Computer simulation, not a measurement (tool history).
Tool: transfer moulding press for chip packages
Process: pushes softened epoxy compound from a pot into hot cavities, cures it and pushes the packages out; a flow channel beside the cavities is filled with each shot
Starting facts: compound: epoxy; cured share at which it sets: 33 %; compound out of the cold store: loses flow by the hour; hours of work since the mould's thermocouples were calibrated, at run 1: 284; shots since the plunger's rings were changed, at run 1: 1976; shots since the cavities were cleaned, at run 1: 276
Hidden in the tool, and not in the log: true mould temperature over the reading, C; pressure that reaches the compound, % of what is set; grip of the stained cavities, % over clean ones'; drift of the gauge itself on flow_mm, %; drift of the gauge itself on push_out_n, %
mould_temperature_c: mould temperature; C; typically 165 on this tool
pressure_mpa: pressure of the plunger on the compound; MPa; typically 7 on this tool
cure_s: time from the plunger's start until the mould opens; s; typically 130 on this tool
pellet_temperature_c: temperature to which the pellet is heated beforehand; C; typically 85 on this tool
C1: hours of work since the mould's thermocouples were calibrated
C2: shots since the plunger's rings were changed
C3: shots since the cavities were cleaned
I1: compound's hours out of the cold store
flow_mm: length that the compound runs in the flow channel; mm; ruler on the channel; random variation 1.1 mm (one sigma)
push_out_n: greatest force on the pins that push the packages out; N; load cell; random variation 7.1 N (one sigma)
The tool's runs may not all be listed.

run 1 hour=0 | mould_temperature_c=165 pressure_mpa=7 cure_s=130 pellet_temperature_c=85 | C1=284 C2=1976 C3=276 | I1=21.4 | flow_mm=822 push_out_n=398
-- hour=45.9 cavities cleaned with cleaning compound and waxed
run 2 hour=62.5 | mould_temperature_c=165 pressure_mpa=7 cure_s=130 pellet_temperature_c=85 | C1=319 C2=2531 C3=151 | I1=42.1 | flow_mm=760 push_out_n=353
-- hour=91.5 plunger's sealing rings changed
run 3 hour=108.2 | mould_temperature_c=165 pressure_mpa=7 cure_s=130 pellet_temperature_c=85 | C1=345 C2=152 C3=544 | I1=43.4 | flow_mm=774 push_out_n=476
-- hour=122.6 cavities cleaned with cleaning compound and waxed
run 4 hour=152.7 | mould_temperature_c=165 pressure_mpa=7 cure_s=130 pellet_temperature_c=85 | C1=370 C2=543 C3=274 | I1=23 | flow_mm=827 push_out_n=424
-- hour=193.5 cavities cleaned with cleaning compound and waxed
run 5 hour=233.8 | mould_temperature_c=165 pressure_mpa=7 cure_s=130 pellet_temperature_c=85 | C1=416 C2=1267 C3=367 | I1=47.8 | flow_mm=753 push_out_n=431
-- hour=265.6 cavities cleaned with cleaning compound and waxed
run 6 hour=277.6 | mould_temperature_c=165 pressure_mpa=7 cure_s=130 pellet_temperature_c=85 | C1=440 C2=1652 C3=109 | I1=30.5 | flow_mm=798 push_out_n=336
run 7 hour=323.2 | mould_temperature_c=165 pressure_mpa=7 cure_s=130 pellet_temperature_c=85 | C1=467 C2=2067 C3=524 | I1=19.6 | flow_mm=830 push_out_n=469
-- hour=336.2 cavities cleaned with cleaning compound and waxed
-- hour=402.2 plunger's sealing rings changed
-- hour=410.4 cavities cleaned with cleaning compound and waxed
run 8 hour=410.7 | mould_temperature_c=165 pressure_mpa=7.64 cure_s=130 pellet_temperature_c=85 | C1=515 C2=64 C3=3 | I1=17.3 | flow_mm=883 push_out_n=317
run 9 hour=447.4 | mould_temperature_c=165 pressure_mpa=7 cure_s=130 pellet_temperature_c=85 | C1=536 C2=398 C3=337 | I1=8.9 | flow_mm=872 push_out_n=453
-- hour=486 cavities cleaned with cleaning compound and waxed
run 10 hour=503.8 | mould_temperature_c=165 pressure_mpa=7 cure_s=130 pellet_temperature_c=85 | C1=568 C2=897 C3=162 | I1=36.8 | flow_mm=784 push_out_n=377
-- hour=559.9 cavities cleaned with cleaning compound and waxed
run 11 hour=588.8 | mould_temperature_c=165 pressure_mpa=7 cure_s=130 pellet_temperature_c=85 | C1=616 C2=1657 C3=263 | I1=17.4 | flow_mm=838 push_out_n=410
-- hour=631 cavities cleaned with cleaning compound and waxed
run 12 hour=632.5 | mould_temperature_c=165 pressure_mpa=7 cure_s=130 pellet_temperature_c=85 | C1=641 C2=2041 C3=14 | I1=33.9 | flow_mm=784 push_out_n=309
run 13 hour=696.2 | mould_temperature_c=165 pressure_mpa=7 cure_s=130 pellet_temperature_c=85 | C1=678 C2=2620 C3=593 | I1=23 | flow_mm=813 push_out_n=490
-- hour=702.6 cavities cleaned with cleaning compound and waxed
-- hour=716.7 plunger's sealing rings changed
run 14 hour=736.3 | mould_temperature_c=165 pressure_mpa=7 cure_s=130 pellet_temperature_c=85 | C1=699 C2=178 C3=284 | I1=17.6 | flow_mm=849 push_out_n=427
-- hour=780.2 cavities cleaned with cleaning compound and waxed
run 15 hour=800.5 | mould_temperature_c=172 pressure_mpa=7 cure_s=117 pellet_temperature_c=91 | C1=735 C2=749 C3=185 | I1=35.2 | flow_mm=768 push_out_n=317
-- hour=852 cavities cleaned with cleaning compound and waxed
run 16 hour=862.7 | mould_temperature_c=172 pressure_mpa=7 cure_s=117 pellet_temperature_c=91 | C1=770 C2=1301 C3=98 | I1=28.5 | flow_mm=787 push_out_n=295
-- hour=926.9 cavities cleaned with cleaning compound and waxed
run 17 hour=935.3 | mould_temperature_c=173 pressure_mpa=7 cure_s=155 pellet_temperature_c=78 | C1=812 C2=1948 C3=77 | I1=32.5 | flow_mm=768 push_out_n=240
-- hour=999 cavities cleaned with cleaning compound and waxed
run 18 hour=1023.4 | mould_temperature_c=173 pressure_mpa=7 cure_s=155 pellet_temperature_c=78 | C1=862 C2=2736 C3=223 | I1=35.2 | flow_mm=758 push_out_n=281
-- hour=1031.5 plunger's sealing rings changed
run 19 hour=1068.9 | mould_temperature_c=162 pressure_mpa=5.45 cure_s=124 pellet_temperature_c=77 | C1=887 C2=340 C3=614 | I1=12.9 | flow_mm=774 push_out_n=750
-- hour=1076.2 cavities cleaned with cleaning compound and waxed
-- hour=1092.3 mould's thermocouples calibrated
run 20 hour=1141.8 | mould_temperature_c=158 pressure_mpa=5.45 cure_s=167 pellet_temperature_c=85 | C1=29 C2=971 C3=578 | I1=12.6 | flow_mm=781 push_out_n=481
-- hour=1152.3 cavities cleaned with cleaning compound and waxed
run 21 hour=1199.2 | mould_temperature_c=168 pressure_mpa=5.61 cure_s=118 pellet_temperature_c=92 | C1=61 C2=1480 C3=428 | I1=46.2 | flow_mm=664 push_out_n=409
-- hour=1223 cavities cleaned with cleaning compound and waxed
run 22 hour=1267.8 | mould_temperature_c=168 pressure_mpa=5.61 cure_s=118 pellet_temperature_c=92 | C1=100 C2=2090 C3=407 | I1=31.7 | flow_mm=697 push_out_n=413
-- hour=1299.8 cavities cleaned with cleaning compound and waxed
-- hour=1345.5 plunger's sealing rings changed
run 23 hour=1355.8 | mould_temperature_c=165 pressure_mpa=6.99 cure_s=130 pellet_temperature_c=85 | C1=149 C2=93 C3=487 | I1=9.9 | flow_mm=871 push_out_n=466
-- hour=1378.6 cavities cleaned with cleaning compound and waxed
run 24 hour=1431.8 | mould_temperature_c=169 pressure_mpa=6.99 cure_s=134 pellet_temperature_c=85 | C1=192 C2=771 C3=484 | I1=14.4 | flow_mm=838 push_out_n=378
-- hour=1448.6 cavities cleaned with cleaning compound and waxed
run 25 hour=1486.2 | mould_temperature_c=161 pressure_mpa=5.68 cure_s=130 pellet_temperature_c=85 | C1=223 C2=1252 C3=342 | I1=29.9 | flow_mm=734 push_out_n=526
-- hour=1518 cavities cleaned with cleaning compound and waxed
run 26 hour=1537.7 | mould_temperature_c=161 pressure_mpa=5.68 cure_s=130 pellet_temperature_c=85 | C1=252 C2=1707 C3=179 | I1=25.3 | flow_mm=746 push_out_n=470
-- hour=1591.7 cavities cleaned with cleaning compound and waxed
run 27 hour=1594 | mould_temperature_c=162 pressure_mpa=7.3 cure_s=163 pellet_temperature_c=78 | C1=284 C2=2206 C3=21 | I1=46 | flow_mm=780 push_out_n=247

A few steps of flow_mm between consecutive runs. Split each: what settings, incoming material and random variation would produce without the hidden state, and what is left over for the hidden state, along with gauge scatter present in only one of the two compared results (measured, and without hidden state):
Run 2 -> 3: plunger's sealing rings changed. flow_mm +14 mm: hidden state +13, all else +1.
Run 13 -> 14: cavities cleaned with cleaning compound and waxed, plunger's sealing rings changed. flow_mm +36 mm: hidden state +19, all else +17.
Run 20 -> 21: mould_temperature_c 158 -> 168, pressure_mpa 5.45 -> 5.61, cure_s 167 -> 118, pellet_temperature_c 85 -> 92, cavities cleaned with cleaning compound and waxed. flow_mm -117 mm: hidden state -1, all else -116.
Run 22 -> 23: mould_temperature_c 168 -> 165, pressure_mpa 5.61 -> 6.99, cure_s 118 -> 130, pellet_temperature_c 92 -> 85, cavities cleaned with cleaning compound and waxed, plunger's sealing rings changed. flow_mm +174 mm: hidden state +11, all else +163.
